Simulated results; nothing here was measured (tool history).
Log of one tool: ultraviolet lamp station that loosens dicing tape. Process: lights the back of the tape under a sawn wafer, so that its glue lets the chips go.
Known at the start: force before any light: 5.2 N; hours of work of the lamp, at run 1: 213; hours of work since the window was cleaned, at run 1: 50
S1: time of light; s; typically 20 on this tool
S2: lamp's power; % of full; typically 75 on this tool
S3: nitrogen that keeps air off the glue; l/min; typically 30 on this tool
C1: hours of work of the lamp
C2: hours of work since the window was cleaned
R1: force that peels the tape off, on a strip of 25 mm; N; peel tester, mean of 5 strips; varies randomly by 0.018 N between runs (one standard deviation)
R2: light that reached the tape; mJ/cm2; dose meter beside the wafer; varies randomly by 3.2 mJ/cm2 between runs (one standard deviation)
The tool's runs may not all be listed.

| run | hour | S1 | S2 | S3 | C1 | C2 | R1 | R2 |
|---|---|---|---|---|---|---|---|---|
| 1 | 0.0 | 20 | 75 | 30 | 213 | 50 | 0.956 | 434 |
| 2 | 20.4 | 12 | 75 | 30 | 228 | 65 | 1.904 | 257 |
| 3 | 35.1 | 20 | 75 | 30 | 238 | 75 | 1.105 | 425 |
| 4 | 55.4 | 20 | 75 | 30 | 252 | 89 | 1.057 | 422 |
| 5 | 77.8 | 20 | 75 | 20 | 268 | 105 | 1.257 | 415 |
| 6 | 91.1 | 20 | 75 | 20 | 278 | 115 | 1.310 | 412 |
| 7 | 105.2 | 20 | 75 | 30 | 288 | 125 | 1.147 | 409 |
| 8 | 129.5 | 20 | 75 | 30 | 305 | 142 | 1.081 | 403 |
| 9 | 151.1 | 20 | 75 | 30 | 320 | 157 | 1.135 | 396 |
| 10 | 161.1 | 20 | 75 | 30 | 327 | 164 | 1.168 | 396 |
| 11 | 178.3 | 20 | 75 | 30 | 340 | 177 | 1.136 | 398 |
| 12 | 189.6 | 20 | 75 | 14 | 348 | 185 | 1.703 | 389 |
| 13 | 211.0 | 20 | 75 | 14 | 363 | 200 | 1.709 | 388 |
| 14 | 224.5 | 20 | 75 | 14 | 373 | 210 | 1.745 | 385 |
| 15 | 241.9 | 20 | 75 | 14 | 385 | 222 | 1.771 | 379 |
| 16 | 254.5 | 20 | 75 | 30 | 394 | 231 | 1.258 | 377 |
| 17 | 274.6 | 20 | 75 | 30 | 408 | 245 | 1.256 | 376 |
| 18 | 286.3 | 20 | 75 | 30 | 416 | 253 | 1.261 | 368 |
| 19 | 306.2 | 20 | 76 | 30 | 431 | 268 | 1.242 | 372 |
| 20 | 319.8 | 20 | 75 | 13 | 440 | 277 | 1.864 | 363 |
|  | 321.7 | window cleaned of glue's vapour |
| 21 | 332.8 | 20 | 75 | 30 | 449 | 8 | 1.353 | 351 |
| 22 | 348.6 | 20 | 75 | 30 | 460 | 19 | 1.426 | 338 |
| 23 | 360.7 | 20 | 75 | 30 | 469 | 28 | 1.428 | 339 |
| 24 | 375.2 | 20 | 77 | 30 | 479 | 38 | 1.381 | 345 |
|  | 379.3 | window cleaned of glue's vapour, once more |
| 25 | 388.6 | 20 | 75 | 22 | 488 | 7 | 1.304 | 409 |

Run 26 comes next. What will it give?
| 26 | 400.0 | 20 | 75 | 22 | 497 | 15 | ? | ? |

R1: 1.259 N
R2: 405 mJ/cm2
Without the tool's hidden state the same run would have given R1 0.985 N, R2 486 mJ/cm2.
